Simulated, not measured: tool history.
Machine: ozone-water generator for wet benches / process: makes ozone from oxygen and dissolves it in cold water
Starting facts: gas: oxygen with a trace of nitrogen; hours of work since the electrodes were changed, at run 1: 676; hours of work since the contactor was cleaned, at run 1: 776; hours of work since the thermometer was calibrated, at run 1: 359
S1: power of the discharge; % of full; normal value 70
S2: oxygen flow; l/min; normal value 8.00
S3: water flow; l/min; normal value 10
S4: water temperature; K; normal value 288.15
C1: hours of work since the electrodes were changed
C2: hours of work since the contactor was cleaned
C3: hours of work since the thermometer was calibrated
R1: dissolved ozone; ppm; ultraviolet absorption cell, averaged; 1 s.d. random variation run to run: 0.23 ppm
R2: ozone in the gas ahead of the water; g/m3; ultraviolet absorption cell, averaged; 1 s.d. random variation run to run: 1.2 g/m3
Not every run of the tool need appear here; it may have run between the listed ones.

| run | hour | S1 | S2 | S3 | S4 | C1 | C2 | C3 | R1 | R2 |
|---|---|---|---|---|---|---|---|---|---|---|
| 1 | 0.0 | 70 | 8.00 | 10 | 288.15 | 676 | 776 | 359 | 34.7 | 205.0 |
| 2 | 29.9 | 70 | 8.00 | 10 | 288.15 | 700 | 800 | 383 | 34.6 | 205.9 |
| 3 | 49.4 | 70 | 5.37 | 10 | 288.15 | 716 | 816 | 399 | 37.9 | 260.8 |
| 4 | 71.2 | 70 | 6.06 | 10 | 288.15 | 733 | 834 | 416 | 37.2 | 243.8 |
| 5 | 86.6 | 70 | 8.00 | 10 | 288.15 | 746 | 846 | 429 | 35.2 | 204.9 |
| 6 | 106.7 | 70 | 8.00 | 10 | 288.15 | 762 | 862 | 445 | 34.5 | 207.1 |
| 7 | 120.5 | 70 | 8.00 | 10 | 288.15 | 773 | 873 | 456 | 34.2 | 206.5 |
| 8 | 149.4 | 74 | 8.00 | 10 | 288.15 | 796 | 897 | 479 | 36.2 | 214.3 |
| 9 | 177.9 | 70 | 8.00 | 10 | 288.15 | 819 | 920 | 502 | 34.7 | 206.3 |
| 10 | 194.1 | 70 | 8.00 | 10 | 288.15 | 832 | 933 | 515 | 34.3 | 206.4 |
| 11 | 212.3 | 70 | 8.00 | 10 | 288.15 | 847 | 947 | 530 | 34.2 | 205.6 |
| 12 | 227.0 | 70 | 8.00 | 10 | 288.15 | 859 | 959 | 542 | 34.6 | 207.1 |

Run 13, settings as shown, results not yet in. Your forecast:
| 13 | 240.2 | 70 | 8.00 | 10 | 289.15 | 869 | 970 | 552 | ? | ? |

Run 13 yielded R1 33.5 ppm, R2 204.9 g/m3.
Were there no unlogged condition in the tool, this run, its random variation unchanged, would have produced R1 33.6 ppm, R2 206.8 g/m3.

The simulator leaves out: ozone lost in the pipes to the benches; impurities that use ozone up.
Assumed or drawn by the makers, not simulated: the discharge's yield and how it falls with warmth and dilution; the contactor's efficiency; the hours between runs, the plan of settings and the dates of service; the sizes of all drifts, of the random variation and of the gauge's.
